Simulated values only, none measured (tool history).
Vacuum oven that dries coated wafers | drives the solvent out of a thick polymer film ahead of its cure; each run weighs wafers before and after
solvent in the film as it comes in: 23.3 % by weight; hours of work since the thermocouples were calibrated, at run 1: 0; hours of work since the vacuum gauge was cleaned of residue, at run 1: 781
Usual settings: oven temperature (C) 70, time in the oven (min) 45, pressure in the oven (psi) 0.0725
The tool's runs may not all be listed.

run,day,oven temperature (C),time in the oven (min),pressure in the oven (psi),hours of work since the thermocouples were calibrated,hours of work since the vacuum gauge was cleaned of residue,solvent left in the film (%)
1,0,70,45,0.0725,0,781,1.43
2,1.004,70,45,0.0725,13,794,1.4
3,2.483,70,72,0.0725,32,813,0.5
4,3.725,79,45,0.0725,49,830,0.35
5,5.35,79,45,0.0725,70,851,0.47
6,6.867,79,45,0.0725,90,871,0.36
7,7.908,70,45,0.0777,104,884,1.45
8,9.129,70,45,0.0777,120,900,1.44
9,10.825,70,45,0.2306,142,923,1.96
10,12.525,70,45,0.2306,164,945,1.92
11,13.712,70,45,0.2306,180,960,1.95
12,14.862,70,45,0.0725,195,975,1.42
13,16.221,70,45,0.0482,212,993,1.36
14,17.554,70,45,0.0725,230,1011,1.43
15,19.004,75,45,0.0725,249,1030,0.7
16,20.529,75,45,0.0725,269,1050,0.68
17,22.133,75,45,0.0725,290,1071,0.69
18,23.562,75,45,0.0725,309,1089,0.71
19,24.742,75,45,0.0725,324,1105,0.72
20,25.542,70,45,0.0725,334,1115,1.4
21,26.592,74,45,0.0725,348,1129,0.81
22,28.117,61,45,0.0725,368,1149,4
23,29.608,70,45,0.2292,388,1169,1.87
24,30.45,70,45,0.2292,399,1180,1.93
25,31.429,64,25,0.045,411,1192,6.35
26,32.817,81,26,0.102,430,1211,1.27
27,33.833,81,26,0.1204,443,1224,1.26
28,34.554,81,26,0.1204,452,1233,1.29
29,35.783,61,44,0.164,468,1249,4.45
30,37.388,64,44,0.2065,490,1270,3.53
31,39.033,84,39,0.0473,511,1292,0.21
32,40.088,84,39,0.0473,525,1306,0.14
33,41.579,76,45,0.0384,544,1325,0.5
34,42.929,76,45,0.2023,562,1343,0.91
35,43.75,70,48,0.0725,573,1354,1.23
36,44.9,80,26,0.0551,588,1369,1.31
37,45.921,80,26,0.0551,601,1382,1.27
38,46.8,57,45,0.0408,613,1394,5.32
39,47.571,57,45,0.0408,623,1404,5.29
40,48.858,70,45,0.1392,640,1421,1.63
41,49.867,58,45,0.0561,653,1434,4.93
42,50.679,85,33,0.0493,664,1444,0.32
43,52.1,81,28,0.0821,682,1463,1.01
44,53.146,85,25,0.0725,696,1477,0.78
45,54.35,61,29,0.0672,712,1493,6.72
46,55.588,74,40,0.1852,728,1509,1.41

Forecast each of these 4 alternatives for the next run:
A,57.038,70,23,0.187,747,1528,?
B,57.038,70,30,0.2119,747,1528,?
C,57.038,57,32,0.2287,747,1528,?
D,57.038,74,40,0.0497,747,1528,?

run,solvent left in the film (%)
A,5.09
B,3.67
C,8.43
D,0.97
Without the tool's hidden state the same runs would have given:
run,solvent left in the film (%)
A,5.06
B,3.64
C,8.4
D,0.95

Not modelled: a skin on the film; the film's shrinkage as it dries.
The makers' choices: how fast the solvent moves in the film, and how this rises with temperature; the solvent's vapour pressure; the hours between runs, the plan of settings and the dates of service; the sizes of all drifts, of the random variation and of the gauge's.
